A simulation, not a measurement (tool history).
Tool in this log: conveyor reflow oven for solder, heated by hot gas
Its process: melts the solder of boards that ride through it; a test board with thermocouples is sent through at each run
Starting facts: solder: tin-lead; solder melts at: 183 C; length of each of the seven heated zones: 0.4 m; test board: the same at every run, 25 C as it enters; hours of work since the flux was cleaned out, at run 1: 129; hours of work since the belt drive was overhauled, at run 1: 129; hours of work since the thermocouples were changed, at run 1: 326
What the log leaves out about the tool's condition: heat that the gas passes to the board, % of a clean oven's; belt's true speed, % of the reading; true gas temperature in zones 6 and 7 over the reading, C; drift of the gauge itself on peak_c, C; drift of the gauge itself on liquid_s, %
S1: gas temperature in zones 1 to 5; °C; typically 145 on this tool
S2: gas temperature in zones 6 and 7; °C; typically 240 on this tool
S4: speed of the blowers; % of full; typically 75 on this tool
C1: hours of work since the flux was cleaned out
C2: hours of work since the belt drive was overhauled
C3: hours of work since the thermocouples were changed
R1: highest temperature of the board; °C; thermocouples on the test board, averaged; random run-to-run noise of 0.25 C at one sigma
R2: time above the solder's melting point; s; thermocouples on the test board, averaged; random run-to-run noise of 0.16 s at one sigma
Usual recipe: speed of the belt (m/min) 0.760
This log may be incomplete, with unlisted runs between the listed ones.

Run 1, hour 0.0: usual settings; C1 129; C2 129; C3 326. Result: R1 220.7 °C, R2 51.2 s.
Run 2, hour 19.7: usual settings; C1 141; C2 141; C3 338. Result: R1 220.6 °C, R2 51.5 s.
Run 3, hour 39.6: usual settings; C1 153; C2 153; C3 350. Result: R1 220.7 °C, R2 51.3 s.
Run 4, hour 62.2: usual settings; C1 167; C2 167; C3 364. Result: R1 220.8 °C, R2 51.5 s.
Run 5, hour 75.3: usual settings; C1 175; C2 175; C3 372. Result: R1 220.7 °C, R2 51.1 s.
Run 6, hour 93.7: usual settings; C1 186; C2 186; C3 383. Result: R1 220.5 °C, R2 50.9 s.
Run 7, hour 118.9: usual settings; C1 201; C2 201; C3 399. Result: R1 220.4 °C, R2 51.3 s.
Run 8, hour 137.1: usual settings; C1 212; C2 212; C3 410. Result: R1 220.2 °C, R2 51.2 s.
At hour 160.3: flux residue cleaned out of gas plates and filters.
Run 9, hour 160.7: usual settings; C1 0; C2 224; C3 421. Result: R1 222.3 °C, R2 52.4 s.
Run 10, hour 179.5: usual settings; C1 12; C2 235; C3 432. Result: R1 222.1 °C, R2 52.2 s.
Run 11, hour 203.6: usual settings; C1 26; C2 250; C3 447. Result: R1 222.1 °C, R2 52.2 s.
Run 12, hour 218.3: usual settings; C1 35; C2 259; C3 456. Result: R1 222.2 °C, R2 52.3 s.
Run 13, hour 237.6: usual settings; C1 47; C2 270; C3 467. Result: R1 222.2 °C, R2 52.3 s.
Run 14, hour 249.4: usual settings; C1 54; C2 277; C3 475. Result: R1 222.1 °C, R2 52.1 s.
Run 15, hour 273.7: usual settings; C1 69; C2 292; C3 489. Result: R1 221.5 °C, R2 51.9 s.
Run 16, hour 288.8: usual settings but S2 228 °C, S4 86 % of full; C1 78; C2 301; C3 499. Result: R1 214.3 °C, R2 48.1 s.
Run 17, hour 302.2: usual settings but S1 156 °C, S2 230 °C, speed of the belt (m/min) 0.699; C1 86; C2 309; C3 507. Result: R1 218.0 °C, R2 58.8 s.
At hour 308.4: belt drive overhauled, speed set with a stopwatch.
Run 18, hour 317.8: usual settings but S1 150 °C, S2 233 °C, speed of the belt (m/min) 0.801; C1 93; C2 6; C3 514. Result: R1 215.5 °C, R2 47.3 s.
Run 19, hour 343.5: usual settings but speed of the belt (m/min) 0.753; C1 109; C2 21; C3 529. Result: R1 221.8 °C, R2 52.8 s.
Run 20, hour 361.8: usual settings but S1 150 °C, S2 236 °C, speed of the belt (m/min) 0.909, S4 55 % of full; C1 120; C2 32; C3 540. Result: R1 204.7 °C, R2 31.2 s.
Run 21, hour 375.6: usual settings but S1 150 °C, S2 236 °C, speed of the belt (m/min) 0.909, S4 55 % of full; C1 128; C2 41; C3 549. Result: R1 204.6 °C, R2 31.1 s.
Run 22, hour 387.7: usual settings but S1 150 °C, S2 252 °C, speed of the belt (m/min) 0.909, S4 55 % of full; C1 135; C2 48; C3 556. Result: R1 215.8 °C, R2 40.6 s.
Run 23, hour 411.9: usual settings but S4 77 % of full; C1 150; C2 63; C3 571. Result: R1 221.8 °C, R2 52.5 s.
Run 24, hour 433.8: usual settings but S1 147 °C, S2 237 °C, speed of the belt (m/min) 0.828, S4 52 % of full; C1 163; C2 76; C3 584. Result: R1 206.6 °C, R2 35.6 s.
At hour 450.3: belt drive overhauled, speed set with a stopwatch, once more.
Run 25, hour 453.7: usual settings but S1 156 °C, speed of the belt (m/min) 0.693; C1 173; C2 2; C3 594. Result: R1 226.0 °C, R2 63.7 s.
Run 26, hour 466.2: usual settings but S1 156 °C, speed of the belt (m/min) 0.693; C1 181; C2 10; C3 601. Result: R1 226.1 °C, R2 63.1 s.
Run 27, hour 492.5: usual settings but S1 156 °C, speed of the belt (m/min) 0.693; C1 197; C2 26; C3 617. Result: R1 226.0 °C, R2 63.2 s.
Run 28, hour 505.9: usual settings but S2 247 °C, S4 51 % of full; C1 205; C2 34; C3 625. Result: R1 216.2 °C, R2 46.9 s.
Run 29, hour 525.7: usual settings but S1 157 °C, S2 230 °C, speed of the belt (m/min) 0.787, S4 70 % of full; C1 217; C2 46; C3 637. Result: R1 212.3 °C, R2 48.1 s.
At hour 542.1: flux residue cleaned out of gas plates and filters.
Run 30, hour 550.5: usual settings but S1 157 °C, S2 230 °C, speed of the belt (m/min) 0.787, S4 70 % of full; C1 5; C2 58; C3 649. Result: R1 213.7 °C, R2 49.4 s.

Some steps in R1, run to run, broken into two amounts with sign: the step expected even without the hidden condition (settings, incoming material, random variation), and the rest, left for the hidden condition together with whatever gauge scatter is not in both the measured and the hidden-condition-free result:
Run 8 -> 9: flux residue cleaned out of gas plates and filters. R1 +2.1 °C: hidden state +1.9, all else +0.2.
Run 19 -> 20: S1 145 -> 150, S2 240 -> 236, speed of the belt (m/min) 0.753 -> 0.909, S4 75 -> 55. R1 -17.1 °C: hidden state +0.1, all else -17.2.
Run 23 -> 24: S1 145 -> 147, S2 240 -> 237, speed of the belt (m/min) 0.760 -> 0.828, S4 77 -> 52. R1 -15.2 °C: hidden state +0.2, all else -15.4.
Run 24 -> 25: S1 147 -> 156, S2 237 -> 240, speed of the belt (m/min) 0.828 -> 0.693, S4 52 -> 75, belt drive overhauled, speed set with a stopwatch, once more. R1 +19.4 °C: hidden state -0.3, all else +19.7.
Run 29 -> 30: flux residue cleaned out of gas plates and filters. R1 +1.4 °C: hidden state +1.4, all else +0.0.
